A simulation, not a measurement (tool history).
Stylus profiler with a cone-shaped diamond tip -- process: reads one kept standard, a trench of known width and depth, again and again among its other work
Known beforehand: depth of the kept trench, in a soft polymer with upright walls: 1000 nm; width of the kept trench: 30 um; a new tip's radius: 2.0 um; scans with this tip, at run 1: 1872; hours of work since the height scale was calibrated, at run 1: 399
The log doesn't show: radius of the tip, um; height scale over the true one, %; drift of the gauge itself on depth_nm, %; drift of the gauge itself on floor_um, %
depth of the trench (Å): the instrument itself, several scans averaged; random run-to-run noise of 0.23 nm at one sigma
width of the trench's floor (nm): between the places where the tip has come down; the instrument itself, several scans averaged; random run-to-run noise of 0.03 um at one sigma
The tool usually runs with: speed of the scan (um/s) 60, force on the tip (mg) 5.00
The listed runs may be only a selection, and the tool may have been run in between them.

run	hour	speed of the scan (um/s)	force on the tip (mg)	scans with this tip	hours of work since the height scale was calibrated	depth of the trench (Å)	width of the trench's floor (nm)
1	0.0	60	5.00	1872	399	10157.6	26230
2	56.5	60	5.00	1982	422	10158.2	26290
3	106.9	60	5.00	2081	443	10156.1	26370
4	146.1	83	5.00	2158	460	10157.1	26210
5	225.4	83	5.00	2313	493	10158.8	26220
6	277.5	83	8.41	2415	514	10223.5	26360
7	325.8	60	8.93	2510	534	10228.7	26380
8	372.2	60	8.93	2601	554	10237.2	26380
9	455.3	60	5.00	2763	589	10152.9	26300
10	530.4	60	5.00	2910	620	10157.0	26330
11	599.2	60	5.00	3045	649	10160.7	26320
12	635.5	60	5.00	3116	664	10159.9	26300
13	691.6	60	5.00	3226	687	10157.5	26270
14	777.3	60	5.00	3394	723	10158.7	26320
15	849.1	60	5.00	3535	753	10153.7	26290
16	889.7	60	5.00	3614	770	10163.0	26310
17	932.5	226	5.00	3698	788	10158.6	25680
18	1009.4	60	3.98	3849	820	10135.3	26290
19	1050.1	21	3.98	3928	837	10134.7	26460
20	1108.6	60	4.13	4043	861	10136.5	26240
21	1187.5	60	4.13	4198	894	10141.0	26240
22	1272.6	60	4.13	4364	929	10135.8	26280
23	1357.4	16	4.13	4530	965	10138.4	26460
24	1433.1	16	4.13	4679	996	10134.7	26520
25	1486.7	16	4.13	4784	1019	10139.2	26480
26	1539.2	60	1.94	4887	1041	10085.0	26130
27	1609.7	60	1.94	5025	1070	10078.2	26210
28	1690.5	39	1.77	5183	1104	10077.0	26250
29	1747.7	60	4.66	5295	1128	10148.8	26290
30	1828.3	60	4.33	5453	1161	10136.9	26290

Run 31 has not been measured yet. What should we expect?
31	1884.6	25	11.71	5563	1185	?	?

{"run 31": {"depth of the trench (Å)": 10278.3, "width of the trench's floor (nm)": 26480}}
Minus the tool's unlogged condition, the same run would have read depth of the trench (Å) 10279.4, width of the trench's floor (nm) 26480.

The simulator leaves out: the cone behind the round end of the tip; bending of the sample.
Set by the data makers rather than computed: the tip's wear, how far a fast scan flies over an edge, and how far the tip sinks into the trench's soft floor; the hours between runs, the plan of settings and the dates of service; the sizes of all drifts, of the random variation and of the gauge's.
